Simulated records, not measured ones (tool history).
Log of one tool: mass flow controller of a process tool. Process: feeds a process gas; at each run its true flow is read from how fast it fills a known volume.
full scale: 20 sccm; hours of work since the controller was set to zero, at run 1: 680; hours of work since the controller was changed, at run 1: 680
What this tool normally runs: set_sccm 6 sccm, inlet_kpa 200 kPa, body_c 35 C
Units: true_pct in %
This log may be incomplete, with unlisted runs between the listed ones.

run,hour,set_sccm,inlet_kpa,body_c,hours of work since the controller was set to zero,hours of work since the controller was changed,true_pct
1,0,6,200,35,680,680,99.69
2,64.9,6,200,35,713,713,99.72
3,117.4,6,200,35,740,740,99.61
4,180.1,6,200,35,772,772,99.6
5,252.5,6,200,35,810,810,99.68
6,288.3,6,227,35,828,828,99.63
7,357,6,200,30,863,863,99.18
8,425.4,6,200,30,898,898,99.2
9,474,6,169,30,923,923,99.16
10,535.2,6,169,30,954,954,99.12
11,579,6,200,35,977,977,99.64
12,631.4,6,200,35,1004,1004,99.71
13,679.5,2,200,35,1028,1028,99.99
14,727.7,2,200,35,1053,1053,100.02
15,778.8,6,200,35,1079,1079,99.95
16,812,6,200,35,1096,1096,99.86
17,870.7,6,200,35,1126,1126,99.95
18,940.7,6,200,35,1162,1162,99.8
19,1000.8,6,200,35,1193,1193,99.95
20,1052.6,6,200,35,1220,1220,99.84
21,1104.5,6,161,35,1246,1246,99.73
22,1174.7,6,200,35,1282,1282,99.93
23,1246.8,6,200,35,1319,1319,99.8
24,1304.2,6,200,35,1349,1349,99.81
25,1336.6,6,200,35,1365,1365,99.86
26,1403.3,2,269,35,1399,1399,100.57
27,1474.5,6,162,20,1436,1436,98.1
28,1541.4,6,200,34,1470,1470,99.84
29,1576.8,3,264,28,1488,1488,99.59
30,1649.5,3,191,27,1526,1526,99.21
31,1718.5,3,263,35,1561,1561,100.29
32,1787.1,3,263,35,1596,1596,100.29
33,1856,3,263,35,1631,1631,100.44
34,1901.2,4,233,35,1655,1655,100.22
35,1965.3,5,155,35,1687,1687,99.9
36,2028.1,4,255,26,1720,1720,99.25
37,2071.2,4,255,26,1742,1742,99.21
38,2103.5,4,255,26,1758,1758,99.24
39,2171.5,14,250,23,1793,1793,99.47
40,2206.2,15,220,23,1811,1811,99.72
41,2274.4,15,220,23,1846,1846,99.54
42,2335.4,15,220,23,1877,1877,99.79
43,2406.9,15,220,23,1914,1914,99.76
44,2456.4,6,144,25,1939,1939,98.97
45,2520.4,6,195,25,1972,1972,98.93
46,2581.2,16,251,40,2003,2003,101.84
47,2643.1,16,251,40,2035,2035,101.91
48,2681.2,4,200,35,2054,2054,100.43
49,2749,4,255,27,2089,2089,99.52

Each run again, without the hidden state but with its own random variation kept:
Unlogged tool condition in this case: flow at rest that the sensor doesn't see, % of full scale; true flow over the shown one, %; drift of the gauge itself on true_pct, %.
run,true_pct
1,99.27
2,99.28
3,99.17
4,99.14
5,99.2
6,99.15
7,98.68
8,98.68
9,98.64
10,98.58
11,99.09
12,99.15
13,98.62
14,98.63
15,99.36
16,99.27
17,99.34
18,99.18
19,99.31
20,99.19
21,99.06
22,99.25
23,99.11
24,99.1
25,99.15
26,98.82
27,97.35
28,99.08
29,98.28
30,97.88
31,98.93
32,98.91
33,99.02
34,99.09
35,98.93
36,98.08
37,98.03
38,98.05
39,98.93
40,99.2
41,99.01
42,99.25
43,99.21
44,98.01
45,97.96
46,101.29
47,101.35
48,99.06
49,98.13
